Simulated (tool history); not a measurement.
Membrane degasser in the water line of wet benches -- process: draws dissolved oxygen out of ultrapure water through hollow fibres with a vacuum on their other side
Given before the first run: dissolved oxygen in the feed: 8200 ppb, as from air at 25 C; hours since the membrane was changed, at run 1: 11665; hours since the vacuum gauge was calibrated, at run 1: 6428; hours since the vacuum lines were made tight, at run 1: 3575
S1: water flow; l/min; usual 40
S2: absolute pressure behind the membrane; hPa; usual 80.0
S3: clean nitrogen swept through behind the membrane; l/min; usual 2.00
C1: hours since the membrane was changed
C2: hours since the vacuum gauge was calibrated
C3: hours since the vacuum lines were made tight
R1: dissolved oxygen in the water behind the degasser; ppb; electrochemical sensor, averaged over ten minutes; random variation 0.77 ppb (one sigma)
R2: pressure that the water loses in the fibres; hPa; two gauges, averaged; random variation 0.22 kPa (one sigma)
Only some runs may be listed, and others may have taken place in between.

{"run": 1, "hour": 0.0, "S1": 40, "S2": 80.0, "S3": 2.0, "C1": 11665, "C2": 6428, "C3": 3575, "R1": 218.6, "R2": 526.3}
{"run": 2, "hour": 297.5, "S1": 40, "S2": 80.0, "S3": 2.0, "C1": 11962, "C2": 6726, "C3": 3873, "R1": 219.2, "R2": 524.2}
{"run": 3, "hour": 631.2, "S1": 40, "S2": 107.5, "S3": 2.0, "C1": 12296, "C2": 7060, "C3": 4206, "R1": 334.1, "R2": 521.5}
{"run": 4, "hour": 814.0, "S1": 40, "S2": 80.0, "S3": 2.0, "C1": 12479, "C2": 7242, "C3": 4389, "R1": 218.5, "R2": 520.1}
{"run": 5, "hour": 1146.2, "S1": 40, "S2": 80.0, "S3": 2.0, "C1": 12811, "C2": 7574, "C3": 4721, "R1": 219.4, "R2": 521.5}
{"run": 6, "hour": 1298.6, "S1": 40, "S2": 80.0, "S3": 2.0, "C1": 12963, "C2": 7727, "C3": 4874, "R1": 219.8, "R2": 517.7}
{"run": 7, "hour": 1508.8, "S1": 57, "S2": 80.0, "S3": 2.0, "C1": 13173, "C2": 7937, "C3": 5084, "R1": 315.3, "R2": 748.2}
{"hour": 1628.6, "done": "vacuum gauge calibrated"}
{"run": 8, "hour": 1689.1, "S1": 40, "S2": 80.0, "S3": 2.0, "C1": 13353, "C2": 61, "C3": 5264, "R1": 218.8, "R2": 519.3}
{"run": 9, "hour": 1877.2, "S1": 40, "S2": 80.0, "S3": 2.0, "C1": 13541, "C2": 249, "C3": 5452, "R1": 219.5, "R2": 516.6}
{"run": 10, "hour": 2230.7, "S1": 27, "S2": 61.0, "S3": 2.57, "C1": 13895, "C2": 602, "C3": 5805, "R1": 73.0, "R2": 345.1}
{"run": 11, "hour": 2486.1, "S1": 40, "S2": 86.4, "S3": 2.16, "C1": 14150, "C2": 857, "C3": 6061, "R1": 231.1, "R2": 515.3}

For run 12, what comes out?
{"run": 12, "hour": 2711.5, "S1": 40, "S2": 86.4, "S3": 2.16, "C1": 14376, "C2": 1083, "C3": 6286, "R1": "?", "R2": "?"}

R1: 231.4 ppb
R2: 515.2 hPa
Minus the tool's unlogged condition, the same run would have read R1 231.2 ppb, R2 526.4 hPa.
